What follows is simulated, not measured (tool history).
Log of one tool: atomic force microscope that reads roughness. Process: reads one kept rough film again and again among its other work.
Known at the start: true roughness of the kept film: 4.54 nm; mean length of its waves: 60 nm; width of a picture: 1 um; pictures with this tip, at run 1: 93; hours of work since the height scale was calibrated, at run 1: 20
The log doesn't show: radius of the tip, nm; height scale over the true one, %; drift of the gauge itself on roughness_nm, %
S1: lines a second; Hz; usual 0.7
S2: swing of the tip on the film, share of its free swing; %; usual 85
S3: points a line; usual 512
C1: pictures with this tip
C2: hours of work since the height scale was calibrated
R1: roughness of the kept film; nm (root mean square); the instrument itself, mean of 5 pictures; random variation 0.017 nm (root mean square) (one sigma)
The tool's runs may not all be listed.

run 1 hour=0 | S1=0.7 S2=85 S3=512 | C1=93 C2=20 | R1=4.071
run 2 hour=4.6 | S1=0.7 S2=85 S3=512 | C1=98 C2=22 | R1=4.032
run 3 hour=10 | S1=0.7 S2=85 S3=512 | C1=103 C2=24 | R1=4.059
run 4 hour=17.7 | S1=0.7 S2=85 S3=512 | C1=112 C2=28 | R1=4.059
run 5 hour=26.3 | S1=0.7 S2=80 S3=512 | C1=121 C2=32 | R1=4.075
run 6 hour=33.5 | S1=0.7 S2=80 S3=512 | C1=129 C2=35 | R1=4.124
run 7 hour=40 | S1=3.071 S2=80 S3=512 | C1=136 C2=38 | R1=3.527
run 8 hour=50.3 | S1=3.071 S2=80 S3=512 | C1=147 C2=43 | R1=3.546
run 9 hour=58.3 | S1=3.212 S2=85 S3=512 | C1=156 C2=46 | R1=3.32
run 10 hour=64.9 | S1=3.212 S2=85 S3=512 | C1=163 C2=49 | R1=3.334
run 11 hour=71.6 | S1=3.212 S2=85 S3=512 | C1=170 C2=52 | R1=3.342
run 12 hour=81.9 | S1=0.7 S2=85 S3=293 | C1=181 C2=57 | R1=4.056
run 13 hour=88.2 | S1=0.643 S2=81 S3=512 | C1=188 C2=60 | R1=4.107
run 14 hour=92.5 | S1=2.018 S2=81 S3=599 | C1=193 C2=62 | R1=3.777
run 15 hour=102 | S1=2.018 S2=65 S3=454 | C1=203 C2=66 | R1=4.031
run 16 hour=111.7 | S1=0.917 S2=65 S3=508 | C1=213 C2=71 | R1=4.202
run 17 hour=117.2 | S1=0.917 S2=65 S3=508 | C1=219 C2=73 | R1=4.193
run 18 hour=124.4 | S1=0.618 S2=66 S3=361 | C1=227 C2=76 | R1=4.215
run 19 hour=134 | S1=0.7 S2=67 S3=897 | C1=237 C2=81 | R1=4.206
run 20 hour=139.7 | S1=0.7 S2=76 S3=315 | C1=244 C2=83 | R1=4.151
run 21 hour=147.9 | S1=2.44 S2=85 S3=812 | C1=252 C2=87 | R1=3.51
-- hour=155.8 new tip fitted
run 22 hour=155.8 | S1=2.44 S2=85 S3=812 | C1=0 C2=91 | R1=3.52
run 23 hour=163.3 | S1=2.44 S2=66 S3=838 | C1=8 C2=94 | R1=4.01

5 ways to go on from here, each from the tool as it stands after run 23. What would each give?
run A hour=173 | S1=2.008 S2=66 S3=838 | C1=18 C2=98 | R1=?
run B hour=173 | S1=3.867 S2=64 S3=528 | C1=18 C2=98 | R1=?
run C hour=173 | S1=0.942 S2=66 S3=354 | C1=18 C2=98 | R1=?
run D hour=173 | S1=1.572 S2=85 S3=903 | C1=18 C2=98 | R1=?
run E hour=173 | S1=0.7 S2=72 S3=512 | C1=18 C2=98 | R1=?

run=A R1=4.072
run=B R1=3.874
run=C R1=4.172
run=D R1=3.753
run=E R1=4.186
Without the tool's hidden state the same runs would have given:
run=A R1=4.073
run=B R1=3.874
run=C R1=4.172
run=D R1=3.754
run=E R1=4.186
